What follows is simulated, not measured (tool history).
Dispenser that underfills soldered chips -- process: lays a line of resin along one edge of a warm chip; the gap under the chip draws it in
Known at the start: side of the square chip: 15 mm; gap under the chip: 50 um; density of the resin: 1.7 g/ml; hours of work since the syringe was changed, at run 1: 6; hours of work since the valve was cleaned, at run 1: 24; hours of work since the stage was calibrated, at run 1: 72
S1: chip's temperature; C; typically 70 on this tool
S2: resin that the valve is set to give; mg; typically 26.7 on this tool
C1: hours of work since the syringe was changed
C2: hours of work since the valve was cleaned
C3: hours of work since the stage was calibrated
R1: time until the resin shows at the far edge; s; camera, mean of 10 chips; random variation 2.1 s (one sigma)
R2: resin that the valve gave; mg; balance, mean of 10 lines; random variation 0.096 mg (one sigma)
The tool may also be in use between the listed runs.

run 1 hour=0 | S1=70 S2=26.7 | C1=6 C2=24 C3=72 | R1=312.7 R2=26.35
-- hour=2.5 new syringe of resin
run 2 hour=8.3 | S1=66 S2=26.7 | C1=4 C2=29 C3=78 | R1=334.9 R2=26.28
-- hour=14.3 new syringe of resin
run 3 hour=16.6 | S1=70 S2=25.8 | C1=2 C2=35 C3=84 | R1=241.4 R2=25.37
-- hour=26 new syringe of resin
run 4 hour=29.1 | S1=70 S2=25.8 | C1=2 C2=44 C3=93 | R1=245.5 R2=25.28
-- hour=37.3 new syringe of resin
run 5 hour=40.7 | S1=70 S2=30.7 | C1=2 C2=52 C3=101 | R1=241.9 R2=29.84
run 6 hour=47.7 | S1=83 S2=26.7 | C1=8 C2=57 C3=106 | R1=184.2 R2=25.64
-- hour=49.1 new syringe of resin
run 7 hour=56.2 | S1=83 S2=26.7 | C1=5 C2=63 C3=112 | R1=162.8 R2=25.69
-- hour=61.1 new syringe of resin
run 8 hour=68.1 | S1=83 S2=26.7 | C1=5 C2=71 C3=120 | R1=157.8 R2=25.68
-- hour=73.1 new syringe of resin
-- hour=85.1 new syringe of resin
run 9 hour=85.1 | S1=70 S2=29.1 | C1=0 C2=83 C3=132 | R1=211.2 R2=27.71
-- hour=92.7 dispensing valve cleaned and set on the balance
-- hour=97.5 new syringe of resin
run 10 hour=99.2 | S1=70 S2=29.1 | C1=1 C2=4 C3=141 | R1=226.3 R2=29.13
-- hour=108.5 new syringe of resin
run 11 hour=113.2 | S1=70 S2=29.1 | C1=3 C2=14 C3=151 | R1=265.3 R2=28.94
-- hour=120 new syringe of resin
run 12 hour=122.8 | S1=70 S2=29.1 | C1=2 C2=21 C3=157 | R1=248.4 R2=28.72
-- hour=131.2 new syringe of resin
run 13 hour=135.7 | S1=70 S2=29.1 | C1=3 C2=30 C3=166 | R1=266.3 R2=28.6
-- hour=142.8 new syringe of resin
run 14 hour=152.2 | S1=70 S2=29.1 | C1=7 C2=42 C3=178 | R1=327.5 R2=28.22
-- hour=155.2 new syringe of resin
run 15 hour=162.4 | S1=70 S2=26.7 | C1=5 C2=49 C3=185 | R1=308 R2=25.79
-- hour=166.9 new syringe of resin
run 16 hour=171.9 | S1=70 S2=26.7 | C1=4 C2=55 C3=192 | R1=282.6 R2=25.85
-- hour=178 new syringe of resin
run 17 hour=182.5 | S1=70 S2=26.7 | C1=3 C2=63 C3=199 | R1=281.8 R2=25.72
-- hour=189.2 new syringe of resin
run 18 hour=192.7 | S1=70 S2=26.7 | C1=2 C2=70 C3=206 | R1=263.6 R2=25.57
-- hour=200.8 new syringe of resin
run 19 hour=202.1 | S1=63 S2=28 | C1=1 C2=76 C3=213 | R1=336.7 R2=26.58
-- hour=212.7 new syringe of resin
run 20 hour=217.7 | S1=81 S2=31.1 | C1=4 C2=87 C3=224 | R1=163 R2=29.42
-- hour=220.2 dispensing valve cleaned and set on the balance
-- hour=225 new syringe of resin
run 21 hour=235.6 | S1=81 S2=31.1 | C1=8 C2=11 C3=236 | R1=204.3 R2=30.71
-- hour=237.1 new syringe of resin
-- hour=248.8 new syringe of resin
run 22 hour=250.5 | S1=81 S2=31.1 | C1=1 C2=21 C3=246 | R1=139.6 R2=30.58
-- hour=261 new syringe of resin
run 23 hour=264.7 | S1=84 S2=23 | C1=3 C2=31 C3=256 | R1=143.5 R2=22.38
-- hour=272.6 new syringe of resin
run 24 hour=277.7 | S1=84 S2=23 | C1=4 C2=40 C3=265 | R1=156.2 R2=22.37
-- hour=283.7 new syringe of resin
run 25 hour=287.2 | S1=61 S2=23 | C1=3 C2=47 C3=272 | R1=437.9 R2=22.21
-- hour=295.2 new syringe of resin
run 26 hour=300.7 | S1=61 S2=23 | C1=4 C2=56 C3=281 | R1=498.3 R2=22.18
-- hour=307.1 new syringe of resin
run 27 hour=314.2 | S1=56 S2=23 | C1=5 C2=66 C3=291 | R1=703.9 R2=22.04
-- hour=318.3 new syringe of resin
run 28 hour=326 | S1=56 S2=23 | C1=6 C2=74 C3=299 | R1=719.2 R2=21.86
-- hour=330 new syringe of resin
run 29 hour=333.3 | S1=58 S2=26.7 | C1=2 C2=79 C3=304 | R1=510.1 R2=25.31
-- hour=342 new syringe of resin
-- hour=347.3 dispensing valve cleaned and set on the balance
run 30 hour=349.8 | S1=58 S2=26.7 | C1=5 C2=2 C3=315 | R1=591.9 R2=26.66
-- hour=354.4 new syringe of resin
-- hour=366.3 new syringe of resin
run 31 hour=366.7 | S1=58 S2=26.7 | C1=0 C2=14 C3=327 | R1=442.9 R2=26.4
-- hour=377.5 new syringe of resin
run 32 hour=383.2 | S1=58 S2=26.7 | C1=4 C2=25 C3=338 | R1=555.5 R2=26.44
-- hour=388.9 new syringe of resin
run 33 hour=397.1 | S1=58 S2=26.7 | C1=6 C2=35 C3=348 | R1=644.3 R2=26.16
-- hour=400.6 new syringe of resin
run 34 hour=409.1 | S1=83 S2=26.7 | C1=6 C2=43 C3=357 | R1=187.9 R2=25.8

Below are 4 alternative next runs, each starting from the tool's condition after run 34. Predict each:
-- hour=411.9 new syringe of resin
-- hour=423.2 new syringe of resin
run A hour=423.8 | S1=73 S2=32.6 | C1=0 C2=53 C3=367 | R1=? R2=?
-- hour=411.9 new syringe of resin
-- hour=423.2 new syringe of resin
run B hour=423.8 | S1=79 S2=24.4 | C1=0 C2=53 C3=367 | R1=? R2=?
-- hour=411.9 new syringe of resin
-- hour=423.2 new syringe of resin
run C hour=423.8 | S1=84 S2=26.7 | C1=0 C2=53 C3=367 | R1=? R2=?
-- hour=411.9 new syringe of resin
-- hour=423.2 new syringe of resin
run D hour=423.8 | S1=61 S2=26.7 | C1=0 C2=53 C3=367 | R1=? R2=?

run=A R1=207.8 R2=31.62
run=B R1=164.5 R2=23.51
run=C R1=128.3 R2=25.92
run=D R1=391.3 R2=25.74
With the hidden condition removed and each run's random variation left untouched, the same runs would have given:
run=A R1=174.1 R2=32.74
run=B R1=137.2 R2=24.34
run=C R1=108 R2=26.84
run=D R1=322.9 R2=26.65

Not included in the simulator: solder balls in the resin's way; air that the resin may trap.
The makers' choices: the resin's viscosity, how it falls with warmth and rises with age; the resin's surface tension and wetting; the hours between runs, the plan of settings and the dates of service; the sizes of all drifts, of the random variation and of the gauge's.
